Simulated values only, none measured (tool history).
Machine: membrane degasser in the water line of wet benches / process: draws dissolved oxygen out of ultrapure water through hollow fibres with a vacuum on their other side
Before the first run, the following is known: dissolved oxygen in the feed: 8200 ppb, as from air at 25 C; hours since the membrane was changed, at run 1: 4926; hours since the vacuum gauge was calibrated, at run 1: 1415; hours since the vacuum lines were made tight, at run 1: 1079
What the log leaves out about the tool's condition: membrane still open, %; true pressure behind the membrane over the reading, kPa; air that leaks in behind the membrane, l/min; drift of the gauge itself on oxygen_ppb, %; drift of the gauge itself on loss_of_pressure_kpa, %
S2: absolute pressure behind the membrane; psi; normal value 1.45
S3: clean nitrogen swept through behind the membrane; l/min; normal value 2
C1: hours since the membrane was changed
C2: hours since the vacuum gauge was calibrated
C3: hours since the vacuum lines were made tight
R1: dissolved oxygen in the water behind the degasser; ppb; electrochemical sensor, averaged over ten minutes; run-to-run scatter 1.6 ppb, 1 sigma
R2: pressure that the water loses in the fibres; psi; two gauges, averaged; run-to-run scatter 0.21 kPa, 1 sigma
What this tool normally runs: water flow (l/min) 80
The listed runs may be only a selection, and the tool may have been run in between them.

run 1 day=0 | water_flow_(l/min)=80 S2=1.45 S3=2 | C1=4926 C2=1415 C3=1079 | R1=517.9 R2=6.853
run 2 day=3.312 | water_flow_(l/min)=80 S2=1.45 S3=2 | C1=5006 C2=1494 C3=1159 | R1=521.2 R2=6.83
run 3 day=5.879 | water_flow_(l/min)=80 S2=1.45 S3=2 | C1=5067 C2=1556 C3=1220 | R1=521.1 R2=6.854
run 4 day=9.833 | water_flow_(l/min)=80 S2=1.45 S3=2 | C1=5162 C2=1651 C3=1315 | R1=518.4 R2=6.798
run 5 day=14.512 | water_flow_(l/min)=80 S2=1.45 S3=2 | C1=5274 C2=1763 C3=1428 | R1=518.2 R2=6.849
run 6 day=19.55 | water_flow_(l/min)=80 S2=1.45 S3=2 | C1=5395 C2=1884 C3=1549 | R1=517.9 R2=6.846
run 7 day=22.671 | water_flow_(l/min)=80 S2=1.45 S3=2 | C1=5470 C2=1959 C3=1623 | R1=521.6 R2=6.808
run 8 day=26.088 | water_flow_(l/min)=102 S2=1.45 S3=2 | C1=5552 C2=2041 C3=1705 | R1=624.5 R2=8.739
run 9 day=30.758 | water_flow_(l/min)=102 S2=1.45 S3=2 | C1=5664 C2=2153 C3=1818 | R1=627.5 R2=8.734
run 10 day=34.712 | water_flow_(l/min)=80 S2=3.61 S3=2 | C1=5759 C2=2248 C3=1912 | R1=1482.2 R2=6.811
run 11 day=37.717 | water_flow_(l/min)=80 S2=2.41 S3=2 | C1=5831 C2=2320 C3=1984 | R1=974.2 R2=6.84
run 12 day=41.9 | water_flow_(l/min)=80 S2=2.41 S3=2 | C1=5932 C2=2420 C3=2085 | R1=971.8 R2=6.834
run 13 day=45.296 | water_flow_(l/min)=80 S2=2.41 S3=2 | C1=6013 C2=2502 C3=2166 | R1=976.1 R2=6.827
run 14 day=47.512 | water_flow_(l/min)=80 S2=1.45 S3=2 | C1=6066 C2=2555 C3=2220 | R1=515.7 R2=6.786
run 15 day=51.075 | water_flow_(l/min)=80 S2=1.45 S3=2 | C1=6152 C2=2640 C3=2305 | R1=519.5 R2=6.828
run 16 day=54.667 | water_flow_(l/min)=80 S2=2.2 S3=2 | C1=6238 C2=2727 C3=2391 | R1=880.7 R2=6.839
run 17 day=58.612 | water_flow_(l/min)=80 S2=1.45 S3=0.84 | C1=6333 C2=2821 C3=2486 | R1=943.6 R2=6.846
run 18 day=60.758 | water_flow_(l/min)=71 S2=2.52 S3=4.07 | C1=6384 C2=2873 C3=2538 | R1=529.3 R2=6.116
run 19 day=64.808 | water_flow_(l/min)=57 S2=1.45 S3=4.6 | C1=6482 C2=2970 C3=2635 | R1=191.6 R2=4.854
run 20 day=68.492 | water_flow_(l/min)=57 S2=1.45 S3=4.6 | C1=6570 C2=3058 C3=2723 | R1=192.4 R2=4.844
run 21 day=71.396 | water_flow_(l/min)=52 S2=1.45 S3=1.53 | C1=6640 C2=3128 C3=2793 | R1=457.1 R2=4.408
run 22 day=76.138 | water_flow_(l/min)=52 S2=1.45 S3=1.53 | C1=6753 C2=3242 C3=2907 | R1=455.6 R2=4.469
run 23 day=80.804 | water_flow_(l/min)=52 S2=1.45 S3=1.53 | C1=6865 C2=3354 C3=3019 | R1=455.6 R2=4.443
run 24 day=83.892 | water_flow_(l/min)=80 S2=1.33 S3=2 | C1=6939 C2=3428 C3=3093 | R1=461 R2=6.841
run 25 day=89.071 | water_flow_(l/min)=80 S2=1.33 S3=2 | C1=7064 C2=3552 C3=3217 | R1=461.1 R2=6.844
run 26 day=93.783 | water_flow_(l/min)=80 S2=2.57 S3=2 | C1=7177 C2=3665 C3=3330 | R1=1044.5 R2=6.836
run 27 day=97.262 | water_flow_(l/min)=84 S2=2.38 S3=5.88 | C1=7260 C2=3749 C3=3414 | R1=415.8 R2=7.194
run 28 day=99.992 | water_flow_(l/min)=84 S2=2.38 S3=0.96 | C1=7326 C2=3814 C3=3479 | R1=1617.1 R2=7.191
run 29 day=102.838 | water_flow_(l/min)=84 S2=1.44 S3=1.11 | C1=7394 C2=3883 C3=3547 | R1=804.4 R2=7.158
run 30 day=105.758 | water_flow_(l/min)=80 S2=1.61 S3=2.11 | C1=7464 C2=3953 C3=3618 | R1=575.1 R2=6.873
run 31 day=109.562 | water_flow_(l/min)=80 S2=1.61 S3=2.11 | C1=7556 C2=4044 C3=3709 | R1=569.5 R2=6.865
run 32 day=113.792 | water_flow_(l/min)=89 S2=2.8 S3=1.45 | C1=7657 C2=4146 C3=3810 | R1=1532.1 R2=7.601

What if the next run were any one of these 4? Each begins from the tool's condition after run 32:
run A day=116.642 | water_flow_(l/min)=56 S2=1.41 S3=2 | C1=7725 C2=4214 C3=3879 | R1=? R2=?
run B day=116.642 | water_flow_(l/min)=77 S2=2.34 S3=2 | C1=7725 C2=4214 C3=3879 | R1=? R2=?
run C day=116.642 | water_flow_(l/min)=115 S2=1.65 S3=1.45 | C1=7725 C2=4214 C3=3879 | R1=? R2=?
run D day=116.642 | water_flow_(l/min)=80 S2=1.45 S3=2.8 | C1=7725 C2=4214 C3=3879 | R1=? R2=?

run=A R1=374.2 R2=4.785
run=B R1=915.5 R2=6.592
run=C R1=1003.7 R2=9.757
run=D R1=400.9 R2=6.849
What these runs would have given with no unlogged condition in the tool:
run=A R1=374 R2=4.782
run=B R1=915.2 R2=6.588
run=C R1=1003.3 R2=9.752
run=D R1=400.7 R2=6.844
